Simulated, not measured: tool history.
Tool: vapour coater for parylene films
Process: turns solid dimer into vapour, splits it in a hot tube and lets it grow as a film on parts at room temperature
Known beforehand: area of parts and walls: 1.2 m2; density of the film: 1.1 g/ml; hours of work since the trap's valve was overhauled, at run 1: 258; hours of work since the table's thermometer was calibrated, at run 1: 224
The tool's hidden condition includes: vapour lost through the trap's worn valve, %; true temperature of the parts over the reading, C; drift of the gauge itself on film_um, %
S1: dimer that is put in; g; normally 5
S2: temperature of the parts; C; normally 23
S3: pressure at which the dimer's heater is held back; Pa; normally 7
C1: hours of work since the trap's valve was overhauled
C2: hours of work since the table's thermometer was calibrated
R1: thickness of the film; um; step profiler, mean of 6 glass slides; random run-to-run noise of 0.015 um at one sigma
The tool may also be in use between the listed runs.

| run | day | S1 | S2 | S3 | C1 | C2 | R1 |
|---|---|---|---|---|---|---|---|
| 1 | 0 | 5 | 23 | 7 | 258 | 224 | 1.96 |
| 2 | 0.8 | 5 | 23 | 7 | 272 | 237 | 1.94 |
| 3 | 1.788 | 5 | 23 | 7 | 289 | 254 | 1.97 |
| 4 | 3.029 | 5 | 23 | 7 | 310 | 275 | 1.95 |
| 5 | 4.129 | 5 | 23 | 7 | 329 | 294 | 1.94 |
| 6 | 4.788 | 5 | 23 | 7 | 340 | 305 | 1.91 |
|  | 5.558 | trap's valve overhauled |
| 7 | 6.196 | 5 | 23 | 7 | 11 | 326 | 1.8 |
| 8 | 7.171 | 5 | 23 | 7 | 27 | 343 | 1.8 |
| 9 | 7.796 | 5 | 23 | 7 | 38 | 354 | 1.79 |
| 10 | 8.442 | 5 | 23 | 7 | 49 | 364 | 1.77 |
| 11 | 9.321 | 5 | 23 | 7 | 64 | 379 | 1.81 |
| 12 | 10.121 | 5 | 23 | 7 | 78 | 393 | 1.77 |
| 13 | 11.329 | 5 | 23 | 7 | 98 | 414 | 1.72 |
|  | 11.683 | trap's valve overhauled, once more |
| 14 | 12.179 | 5 | 32 | 7 | 8 | 425 | 1.6 |
| 15 | 12.754 | 5 | 28 | 7 | 18 | 435 | 1.81 |
| 16 | 13.729 | 2 | 23 | 7 | 35 | 452 | 0.85 |
| 17 | 14.892 | 2 | 23 | 7 | 55 | 472 | 0.82 |
| 18 | 16.1 | 5 | 23 | 7.26 | 75 | 492 | 2.1 |
| 19 | 17.133 | 5 | 23 | 7 | 93 | 510 | 2.12 |
| 20 | 17.892 | 5 | 23 | 7 | 106 | 523 | 2.09 |
| 21 | 19.004 | 5 | 23 | 7 | 125 | 542 | 2.05 |
| 22 | 20.4 | 5 | 23 | 7 | 148 | 565 | 2.08 |
| 23 | 21.538 | 5 | 23 | 6.43 | 168 | 585 | 2.07 |
| 24 | 22.546 | 5 | 23 | 6.43 | 185 | 602 | 2.05 |
| 25 | 23.75 | 7 | 18 | 2.07 | 206 | 622 | 3.84 |
| 26 | 24.692 | 2 | 18 | 2.75 | 222 | 638 | 1.06 |
| 27 | 25.512 | 2 | 23 | 8.86 | 236 | 652 | 0.78 |
| 28 | 26.15 | 3 | 23 | 8.86 | 246 | 663 | 1.16 |
| 29 | 27.267 | 5 | 25 | 2.96 | 265 | 682 | 2.05 |
| 30 | 27.85 | 4 | 23 | 4 | 275 | 692 | 1.7 |
| 31 | 28.617 | 5 | 31 | 9.28 | 288 | 705 | 1.48 |
| 32 | 29.358 | 5 | 31 | 9.28 | 301 | 718 | 1.46 |
| 33 | 30.492 | 6 | 34 | 9.28 | 320 | 737 | 1.56 |
| 34 | 31.521 | 6 | 34 | 10.49 | 338 | 755 | 1.56 |
|  | 32.404 | trap's valve overhauled |
| 35 | 32.812 | 3 | 17 | 10.49 | 7 | 774 | 1.51 |
| 36 | 33.942 | 3 | 17 | 10.49 | 26 | 793 | 1.5 |
| 37 | 34.725 | 3 | 17 | 10.49 | 40 | 807 | 1.47 |
| 38 | 35.921 | 3 | 17 | 10.49 | 60 | 827 | 1.48 |
| 39 | 36.604 | 3 | 17 | 10.49 | 72 | 839 | 1.48 |
| 40 | 37.7 | 3 | 17 | 10.49 | 90 | 857 | 1.49 |
| 41 | 38.596 | 2 | 19 | 7.24 | 106 | 873 | 0.96 |
| 42 | 39.371 | 2 | 19 | 7.24 | 119 | 886 | 0.94 |
| 43 | 39.971 | 2 | 16 | 7.24 | 129 | 896 | 1.07 |
| 44 | 41.379 | 2 | 22 | 7.24 | 153 | 920 | 0.87 |
| 45 | 42.538 | 5 | 18 | 5.13 | 173 | 940 | 2.57 |
| 46 | 43.233 | 3 | 23 | 4.43 | 184 | 952 | 1.31 |

Here are 5 independent what-if runs from the current tool condition. What would each one return?
| A | 44.167 | 6 | 26 | 7.66 | 200 | 967 | ? |
| B | 44.167 | 3 | 23 | 2.3 | 200 | 967 | ? |
| C | 44.167 | 5 | 26 | 10.17 | 200 | 967 | ? |
| D | 44.167 | 3 | 25 | 4.4 | 200 | 967 | ? |
| E | 44.167 | 2 | 19 | 7 | 200 | 967 | ? |

| run | R1 |
|---|---|
| A | 2.23 |
| B | 1.4 |
| C | 1.8 |
| D | 1.24 |
| E | 0.93 |
With no hidden state in the tool, these same runs would have given:
| run | R1 |
|---|---|
| A | 2.27 |
| B | 1.43 |
| C | 1.83 |
| D | 1.27 |
| E | 0.95 |

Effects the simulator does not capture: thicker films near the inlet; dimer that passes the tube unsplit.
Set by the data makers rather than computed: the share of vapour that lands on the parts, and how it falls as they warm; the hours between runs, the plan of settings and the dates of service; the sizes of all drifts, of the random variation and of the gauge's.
